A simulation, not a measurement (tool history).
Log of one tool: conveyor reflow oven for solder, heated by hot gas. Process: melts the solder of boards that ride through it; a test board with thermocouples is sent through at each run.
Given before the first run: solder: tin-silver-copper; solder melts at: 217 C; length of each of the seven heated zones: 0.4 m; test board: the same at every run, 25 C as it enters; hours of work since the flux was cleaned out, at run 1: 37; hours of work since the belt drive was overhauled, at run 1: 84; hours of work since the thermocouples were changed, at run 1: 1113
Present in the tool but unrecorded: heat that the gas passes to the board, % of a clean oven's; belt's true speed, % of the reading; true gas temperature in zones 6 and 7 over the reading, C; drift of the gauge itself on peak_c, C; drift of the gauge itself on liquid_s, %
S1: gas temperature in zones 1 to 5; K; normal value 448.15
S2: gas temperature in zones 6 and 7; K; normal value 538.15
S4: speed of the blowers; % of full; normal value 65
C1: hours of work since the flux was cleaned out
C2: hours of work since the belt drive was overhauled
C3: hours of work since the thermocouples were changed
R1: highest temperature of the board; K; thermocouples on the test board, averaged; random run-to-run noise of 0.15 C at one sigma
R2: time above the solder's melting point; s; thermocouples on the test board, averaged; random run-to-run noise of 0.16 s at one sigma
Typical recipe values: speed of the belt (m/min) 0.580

run 1 hour=0.0 | S1=448.15 S2=538.15 speed_of_the_belt_(m/min)=0.580 S4=65 | C1=37 C2=84 C3=1113 | R1=525.75 R2=62.2
-- hour=28.9 thermocouples of zones 6 and 7 changed
run 2 hour=37.9 | S1=448.15 S2=538.15 speed_of_the_belt_(m/min)=0.580 S4=65 | C1=57 C2=104 C3=5 | R1=522.55 R2=59.8
run 3 hour=87.1 | S1=448.15 S2=538.15 speed_of_the_belt_(m/min)=0.580 S4=65 | C1=84 C2=131 C3=32 | R1=522.35 R2=59.9
run 4 hour=151.5 | S1=448.15 S2=549.15 speed_of_the_belt_(m/min)=0.580 S4=65 | C1=120 C2=167 C3=68 | R1=531.85 R2=66.6
run 5 hour=202.2 | S1=448.15 S2=549.15 speed_of_the_belt_(m/min)=0.580 S4=65 | C1=148 C2=195 C3=96 | R1=531.65 R2=66.5
run 6 hour=240.2 | S1=448.15 S2=549.15 speed_of_the_belt_(m/min)=0.580 S4=65 | C1=169 C2=216 C3=117 | R1=531.65 R2=66.3
run 7 hour=308.3 | S1=448.15 S2=540.15 speed_of_the_belt_(m/min)=0.580 S4=65 | C1=207 C2=253 C3=154 | R1=523.95 R2=60.9
-- hour=392.4 flux residue cleaned out of gas plates and filters
run 8 hour=392.4 | S1=448.15 S2=540.15 speed_of_the_belt_(m/min)=0.580 S4=65 | C1=0 C2=297 C3=198 | R1=524.75 R2=62.0
run 9 hour=428.5 | S1=448.15 S2=547.15 speed_of_the_belt_(m/min)=0.580 S4=65 | C1=20 C2=317 C3=218 | R1=530.85 R2=65.9
run 10 hour=482.8 | S1=448.15 S2=547.15 speed_of_the_belt_(m/min)=0.580 S4=65 | C1=50 C2=347 C3=248 | R1=530.85 R2=66.0
run 11 hour=553.9 | S1=448.15 S2=547.15 speed_of_the_belt_(m/min)=0.580 S4=65 | C1=89 C2=386 C3=287 | R1=530.75 R2=65.9
run 12 hour=606.2 | S1=448.15 S2=538.15 speed_of_the_belt_(m/min)=0.491 S4=65 | C1=118 C2=415 C3=316 | R1=527.75 R2=77.5
run 13 hour=686.9 | S1=448.15 S2=538.15 speed_of_the_belt_(m/min)=0.491 S4=65 | C1=163 C2=460 C3=361 | R1=527.45 R2=77.3
run 14 hour=719.9 | S1=448.15 S2=551.15 speed_of_the_belt_(m/min)=0.580 S4=65 | C1=181 C2=478 C3=379 | R1=533.75 R2=68.0
-- hour=728.6 belt drive overhauled, speed set with a stopwatch
run 15 hour=777.1 | S1=448.15 S2=551.15 speed_of_the_belt_(m/min)=0.580 S4=65 | C1=210 C2=27 C3=409 | R1=534.15 R2=68.5
run 16 hour=845.8 | S1=448.15 S2=551.15 speed_of_the_belt_(m/min)=0.582 S4=87 | C1=248 C2=65 C3=447 | R1=537.85 R2=71.3
-- hour=857.3 flux residue cleaned out of gas plates and filters
run 17 hour=924.5 | S1=448.15 S2=551.15 speed_of_the_belt_(m/min)=0.582 S4=87 | C1=37 C2=106 C3=487 | R1=539.15 R2=71.6
run 18 hour=989.4 | S1=448.15 S2=551.15 speed_of_the_belt_(m/min)=0.592 S4=75 | C1=73 C2=141 C3=523 | R1=536.25 R2=68.5
-- hour=1000.0 belt drive overhauled, speed set with a stopwatch, once more
run 19 hour=1054.8 | S1=448.15 S2=534.15 speed_of_the_belt_(m/min)=0.580 S4=73 | C1=107 C2=30 C3=557 | R1=521.35 R2=59.1
run 20 hour=1091.4 | S1=448.15 S2=534.15 speed_of_the_belt_(m/min)=0.595 S4=64 | C1=127 C2=51 C3=577 | R1=518.95 R2=54.8
run 21 hour=1144.7 | S1=448.15 S2=534.15 speed_of_the_belt_(m/min)=0.595 S4=64 | C1=157 C2=80 C3=607 | R1=519.05 R2=54.8
run 22 hour=1223.7 | S1=455.15 S2=545.15 speed_of_the_belt_(m/min)=0.488 S4=85 | C1=200 C2=124 C3=650 | R1=537.95 R2=87.7
run 23 hour=1300.6 | S1=455.15 S2=551.15 speed_of_the_belt_(m/min)=0.494 S4=73 | C1=243 C2=166 C3=693 | R1=541.95 R2=88.2
-- hour=1317.4 flux residue cleaned out of gas plates and filters
run 24 hour=1365.6 | S1=455.15 S2=551.15 speed_of_the_belt_(m/min)=0.494 S4=73 | C1=27 C2=199 C3=726 | R1=542.75 R2=88.9
run 25 hour=1421.4 | S1=442.15 S2=551.15 speed_of_the_belt_(m/min)=0.494 S4=73 | C1=58 C2=230 C3=757 | R1=541.35 R2=83.1
run 26 hour=1495.4 | S1=442.15 S2=551.15 speed_of_the_belt_(m/min)=0.494 S4=73 | C1=98 C2=271 C3=798 | R1=541.05 R2=83.5
run 27 hour=1575.5 | S1=446.15 S2=533.15 speed_of_the_belt_(m/min)=0.579 S4=58 | C1=143 C2=315 C3=842 | R1=518.05 R2=54.7
run 28 hour=1647.7 | S1=446.15 S2=533.15 speed_of_the_belt_(m/min)=0.579 S4=58 | C1=183 C2=355 C3=882 | R1=518.45 R2=54.8
run 29 hour=1689.3 | S1=448.15 S2=551.15 speed_of_the_belt_(m/min)=0.580 S4=70 | C1=206 C2=378 C3=905 | R1=536.45 R2=69.8

Consider 4 possible next runs. They are alternatives, not a sequence: every one starts from the tool as it was left by run 29. What does each give?
run A hour=1751.2 | S1=448.15 S2=543.15 speed_of_the_belt_(m/min)=0.580 S4=74 | C1=240 C2=412 C3=939 | R1=? R2=?
run B hour=1751.2 | S1=448.15 S2=528.15 speed_of_the_belt_(m/min)=0.580 S4=55 | C1=240 C2=412 C3=939 | R1=? R2=?
run C hour=1751.2 | S1=448.15 S2=548.15 speed_of_the_belt_(m/min)=0.546 S4=73 | C1=240 C2=412 C3=939 | R1=? R2=?
run D hour=1751.2 | S1=443.15 S2=546.15 speed_of_the_belt_(m/min)=0.580 S4=58 | C1=240 C2=412 C3=939 | R1=? R2=?

run=A R1=530.35 R2=65.9
run=B R1=513.85 R2=50.4
run=C R1=536.25 R2=74.8
run=D R1=528.45 R2=62.1
Without the tool's hidden state the same runs would have given:
run=A R1=528.85 R2=64.9
run=B R1=512.25 R2=48.8
run=C R1=534.65 R2=73.6
run=D R1=526.95 R2=60.9

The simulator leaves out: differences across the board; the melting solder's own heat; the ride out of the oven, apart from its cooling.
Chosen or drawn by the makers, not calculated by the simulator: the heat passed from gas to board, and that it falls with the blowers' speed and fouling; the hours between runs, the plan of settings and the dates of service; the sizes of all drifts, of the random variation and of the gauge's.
